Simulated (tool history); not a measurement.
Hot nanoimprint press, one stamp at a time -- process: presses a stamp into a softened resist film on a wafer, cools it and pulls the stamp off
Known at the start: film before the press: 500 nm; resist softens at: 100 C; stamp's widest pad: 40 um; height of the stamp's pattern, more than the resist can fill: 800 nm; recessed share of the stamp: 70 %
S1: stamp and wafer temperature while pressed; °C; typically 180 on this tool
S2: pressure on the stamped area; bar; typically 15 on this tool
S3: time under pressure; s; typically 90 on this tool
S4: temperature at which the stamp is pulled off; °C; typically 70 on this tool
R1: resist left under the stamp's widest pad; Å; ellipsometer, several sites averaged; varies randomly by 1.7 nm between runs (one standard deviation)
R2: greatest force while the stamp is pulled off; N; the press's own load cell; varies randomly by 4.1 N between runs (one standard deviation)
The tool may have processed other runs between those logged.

run 1 hour=0 | S1=180 S2=15 S3=90 S4=70 | R1=2712 R2=319
run 2 hour=18.5 | S1=180 S2=15 S3=90 S4=70 | R1=2730 R2=315
run 3 hour=34.5 | S1=180 S2=15 S3=90 S4=70 | R1=2707 R2=303
run 4 hour=50.7 | S1=180 S2=16.4 S3=90 S4=70 | R1=2668 R2=327
run 5 hour=63.4 | S1=180 S2=16.4 S3=90 S4=70 | R1=2660 R2=318
run 6 hour=88.2 | S1=180 S2=16.4 S3=90 S4=70 | R1=2654 R2=318
run 7 hour=110.2 | S1=180 S2=15 S3=90 S4=70 | R1=2729 R2=325
run 8 hour=126 | S1=177 S2=15 S3=90 S4=70 | R1=3028 R2=326
run 9 hour=137.9 | S1=177 S2=15 S3=90 S4=70 | R1=3025 R2=326
run 10 hour=151.8 | S1=188 S2=15 S3=90 S4=63 | R1=2085 R2=381
run 11 hour=173.4 | S1=188 S2=15 S3=90 S4=63 | R1=2074 R2=398
run 12 hour=187.3 | S1=188 S2=15 S3=90 S4=63 | R1=2099 R2=393
-- hour=196.8 plate thermocouple calibrated
run 13 hour=215.4 | S1=178 S2=15 S3=88 S4=70 | R1=2833 R2=325
run 14 hour=236.4 | S1=172 S2=15 S3=50 S4=70 | R1=3896 R2=335
run 15 hour=256.4 | S1=172 S2=15 S3=50 S4=70 | R1=3896 R2=344
run 16 hour=276 | S1=173 S2=15 S3=90 S4=70 | R1=3299 R2=339
run 17 hour=301.1 | S1=173 S2=15 S3=90 S4=70 | R1=3356 R2=347
run 18 hour=324.3 | S1=189 S2=15 S3=139 S4=70 | R1=1593 R2=362

3 options for the next run, each taken on its own from the tool as it stands now. Forecast them:
run A hour=346.8 | S1=179 S2=15 S3=56 S4=70 | R1=? R2=?
run B hour=346.8 | S1=184 S2=15 S3=77 S4=70 | R1=? R2=?
run C hour=346.8 | S1=186 S2=23.5 S3=139 S4=70 | R1=? R2=?

run=A R1=3218 R2=346
run=B R1=2444 R2=358
run=C R1=1481 R2=350
With the hidden condition removed and each run's random variation left untouched, the same runs would have given:
run=A R1=3191 R2=197
run=B R1=2418 R2=204
run=C R1=1453 R2=198
